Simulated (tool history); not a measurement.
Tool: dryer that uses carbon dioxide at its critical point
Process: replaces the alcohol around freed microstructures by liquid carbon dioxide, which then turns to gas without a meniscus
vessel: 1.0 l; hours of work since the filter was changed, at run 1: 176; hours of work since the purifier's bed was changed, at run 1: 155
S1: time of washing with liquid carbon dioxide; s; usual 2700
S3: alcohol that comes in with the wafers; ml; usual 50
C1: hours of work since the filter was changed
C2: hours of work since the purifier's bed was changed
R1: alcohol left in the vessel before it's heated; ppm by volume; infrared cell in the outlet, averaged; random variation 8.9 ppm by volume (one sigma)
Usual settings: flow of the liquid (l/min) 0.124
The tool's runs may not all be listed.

run 1 hour=0.0 | S1=2700 flow_of_the_liquid_(l/min)=0.124 S3=50 | C1=176 C2=155 | R1=815
run 2 hour=48.8 | S1=2700 flow_of_the_liquid_(l/min)=0.075 S3=50 | C1=210 C2=189 | R1=4412
run 3 hour=92.9 | S1=2700 flow_of_the_liquid_(l/min)=0.075 S3=50 | C1=241 C2=220 | R1=4796
run 4 hour=159.1 | S1=2700 flow_of_the_liquid_(l/min)=0.075 S3=50 | C1=287 C2=266 | R1=5097
-- hour=169.8 inlet filter changed
run 5 hour=227.0 | S1=2700 flow_of_the_liquid_(l/min)=0.086 S3=50 | C1=40 C2=313 | R1=2398
run 6 hour=284.7 | S1=2700 flow_of_the_liquid_(l/min)=0.190 S3=50 | C1=80 C2=353 | R1=88
run 7 hour=316.4 | S1=2700 flow_of_the_liquid_(l/min)=0.190 S3=50 | C1=102 C2=375 | R1=104
run 8 hour=350.0 | S1=2700 flow_of_the_liquid_(l/min)=0.124 S3=21 | C1=126 C2=399 | R1=323
run 9 hour=419.9 | S1=2700 flow_of_the_liquid_(l/min)=0.124 S3=50 | C1=174 C2=447 | R1=859
run 10 hour=452.0 | S1=2700 flow_of_the_liquid_(l/min)=0.124 S3=50 | C1=197 C2=470 | R1=865
run 11 hour=508.8 | S1=2700 flow_of_the_liquid_(l/min)=0.124 S3=50 | C1=236 C2=509 | R1=949
run 12 hour=565.0 | S1=2700 flow_of_the_liquid_(l/min)=0.124 S3=33 | C1=276 C2=548 | R1=693
-- hour=597.7 inlet filter changed
run 13 hour=605.6 | S1=1920 flow_of_the_liquid_(l/min)=0.124 S3=50 | C1=5 C2=576 | R1=1917
run 14 hour=635.0 | S1=1920 flow_of_the_liquid_(l/min)=0.124 S3=50 | C1=26 C2=597 | R1=2041
run 15 hour=689.7 | S1=1920 flow_of_the_liquid_(l/min)=0.124 S3=50 | C1=64 C2=635 | R1=2177
run 16 hour=750.6 | S1=1920 flow_of_the_liquid_(l/min)=0.124 S3=50 | C1=107 C2=677 | R1=2270
run 17 hour=819.5 | S1=1920 flow_of_the_liquid_(l/min)=0.124 S3=50 | C1=155 C2=725 | R1=2473
run 18 hour=854.4 | S1=3780 flow_of_the_liquid_(l/min)=0.124 S3=50 | C1=179 C2=749 | R1=219
run 19 hour=914.6 | S1=3780 flow_of_the_liquid_(l/min)=0.124 S3=50 | C1=221 C2=791 | R1=247
run 20 hour=973.4 | S1=3780 flow_of_the_liquid_(l/min)=0.124 S3=50 | C1=262 C2=832 | R1=287
-- hour=1021.0 inlet filter changed
run 21 hour=1029.4 | S1=3780 flow_of_the_liquid_(l/min)=0.124 S3=50 | C1=6 C2=871 | R1=176
run 22 hour=1094.7 | S1=3780 flow_of_the_liquid_(l/min)=0.195 S3=50 | C1=51 C2=916 | R1=106
run 23 hour=1131.6 | S1=3780 flow_of_the_liquid_(l/min)=0.195 S3=49 | C1=77 C2=942 | R1=102
run 24 hour=1176.2 | S1=2940 flow_of_the_liquid_(l/min)=0.195 S3=46 | C1=108 C2=973 | R1=121
run 25 hour=1207.9 | S1=1740 flow_of_the_liquid_(l/min)=0.075 S3=52 | C1=130 C2=995 | R1=10559
run 26 hour=1267.8 | S1=1740 flow_of_the_liquid_(l/min)=0.159 S3=52 | C1=172 C2=1037 | R1=1651
run 27 hour=1323.2 | S1=3660 flow_of_the_liquid_(l/min)=0.124 S3=50 | C1=211 C2=1076 | R1=305
run 28 hour=1383.1 | S1=1920 flow_of_the_liquid_(l/min)=0.115 S3=22 | C1=252 C2=1117 | R1=1722
run 29 hour=1413.1 | S1=2640 flow_of_the_liquid_(l/min)=0.106 S3=26 | C1=273 C2=1138 | R1=1092
-- hour=1445.2 inlet filter changed
run 30 hour=1484.2 | S1=2700 flow_of_the_liquid_(l/min)=0.125 S3=107 | C1=27 C2=1187 | R1=1241
run 31 hour=1542.9 | S1=2700 flow_of_the_liquid_(l/min)=0.125 S3=107 | C1=68 C2=1228 | R1=1358
run 32 hour=1573.0 | S1=2760 flow_of_the_liquid_(l/min)=0.210 S3=56 | C1=89 C2=1249 | R1=161
-- hour=1611.1 purifier's bed changed
run 33 hour=1619.1 | S1=2820 flow_of_the_liquid_(l/min)=0.210 S3=86 | C1=119 C2=6 | R1=36
run 34 hour=1688.8 | S1=2640 flow_of_the_liquid_(l/min)=0.109 S3=50 | C1=168 C2=54 | R1=1420
run 35 hour=1759.6 | S1=1860 flow_of_the_liquid_(l/min)=0.124 S3=50 | C1=217 C2=104 | R1=3047
run 36 hour=1802.9 | S1=1860 flow_of_the_liquid_(l/min)=0.124 S3=50 | C1=247 C2=134 | R1=3132
run 37 hour=1852.2 | S1=1920 flow_of_the_liquid_(l/min)=0.209 S3=50 | C1=282 C2=168 | R1=436
-- hour=1872.0 inlet filter changed
run 38 hour=1896.4 | S1=1920 flow_of_the_liquid_(l/min)=0.209 S3=50 | C1=17 C2=198 | R1=207
run 39 hour=1944.3 | S1=3840 flow_of_the_liquid_(l/min)=0.124 S3=50 | C1=50 C2=232 | R1=120

Forecast each of these 3 alternatives for the next run:
run A hour=2009.7 | S1=1980 flow_of_the_liquid_(l/min)=0.159 S3=114 | C1=96 C2=277 | R1=?
run B hour=2009.7 | S1=2700 flow_of_the_liquid_(l/min)=0.124 S3=50 | C1=96 C2=277 | R1=?
run C hour=2009.7 | S1=2700 flow_of_the_liquid_(l/min)=0.091 S3=65 | C1=96 C2=277 | R1=?

run=A R1=1731
run=B R1=640
run=C R1=2689
Without the tool's hidden state the same runs would have given:
run=A R1=1367
run=B R1=484
run=C R1=2253
